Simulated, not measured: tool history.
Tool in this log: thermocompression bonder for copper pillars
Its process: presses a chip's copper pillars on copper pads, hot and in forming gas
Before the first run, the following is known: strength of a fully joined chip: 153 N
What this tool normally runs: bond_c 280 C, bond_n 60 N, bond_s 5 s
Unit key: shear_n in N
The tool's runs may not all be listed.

| run | hour | bond_c | bond_n | bond_s | shear_n |
|---|---|---|---|---|---|
| 1 | 0 | 280 | 60 | 5 | 85.1 |
| 2 | 8.7 | 280 | 50 | 5 | 72.1 |
| 3 | 14.7 | 280 | 68 | 5 | 96.6 |
| 4 | 18.6 | 280 | 68 | 5 | 95.4 |
| 5 | 27.1 | 280 | 60 | 5 | 85.5 |
| 6 | 34.5 | 280 | 46 | 5 | 65.4 |
| 7 | 40.2 | 280 | 60 | 5 | 85.7 |
| 8 | 46 | 280 | 60 | 5 | 85.3 |
| 9 | 51.2 | 280 | 60 | 5 | 85.2 |
| 10 | 59.7 | 280 | 60 | 5 | 86.6 |
| 11 | 66 | 280 | 60 | 5 | 86.2 |
| 12 | 75.2 | 280 | 60 | 5 | 85.1 |
| 13 | 83.1 | 280 | 60 | 5 | 85.5 |
| 14 | 88.9 | 280 | 60 | 5 | 85.4 |
| 15 | 95 | 280 | 47 | 5 | 66.9 |
| 16 | 102.6 | 280 | 47 | 5 | 67.1 |
| 17 | 111.1 | 280 | 47 | 5 | 67.9 |
| 18 | 119.1 | 280 | 47 | 5 | 66.9 |
| 19 | 124.6 | 287 | 60 | 5 | 89.9 |
| 20 | 132.1 | 280 | 60 | 5 | 86.5 |
| 21 | 141.3 | 304 | 54 | 5 | 94.7 |
| 22 | 147.5 | 305 | 54 | 3 | 82.4 |
| 23 | 155.4 | 277 | 78 | 9 | 119.6 |
| 24 | 160 | 277 | 38 | 9 | 63.2 |
| 25 | 165.6 | 280 | 74 | 5 | 101.2 |
| 26 | 174.5 | 295 | 40 | 5 | 65.7 |
| 27 | 180.4 | 290 | 58 | 5 | 90.8 |
| 28 | 186.4 | 290 | 58 | 5 | 90.8 |
| 29 | 193.9 | 275 | 73 | 10 | 116.5 |
| 30 | 200.8 | 274 | 44 | 3 | 47.2 |
| 31 | 206.5 | 274 | 44 | 3 | 47.3 |
| 32 | 215.4 | 280 | 85 | 8 | 124.2 |
| 33 | 219.5 | 280 | 85 | 8 | 122.8 |
| 34 | 223.7 | 287 | 44 | 12 | 89.6 |
| 35 | 227.7 | 252 | 63 | 4 | 61.7 |
|  | 230.9 | forming gas filter changed |
| 36 | 232.6 | 252 | 63 | 4 | 63.1 |
| 37 | 240.4 | 265 | 63 | 6 | 84.3 |
| 38 | 244.8 | 273 | 38 | 9 | 62.5 |
| 39 | 249.8 | 285 | 77 | 12 | 133.2 |

What if the next run were any one of these 4? Each begins from the tool's condition after run 39:
| A | 254.9 | 273 | 84 | 5 | ? |
| B | 254.9 | 286 | 60 | 5 | ? |
| C | 254.9 | 305 | 40 | 5 | ? |
| D | 254.9 | 280 | 85 | 14 | ? |

| run | shear_n |
|---|---|
| A | 110.7 |
| B | 92 |
| C | 74.4 |
| D | 137.9 |
What these runs would have given with no unlogged condition in the tool:
| run | shear_n |
|---|---|
| A | 106.8 |
| B | 88.2 |
| C | 71 |
| D | 135.8 |

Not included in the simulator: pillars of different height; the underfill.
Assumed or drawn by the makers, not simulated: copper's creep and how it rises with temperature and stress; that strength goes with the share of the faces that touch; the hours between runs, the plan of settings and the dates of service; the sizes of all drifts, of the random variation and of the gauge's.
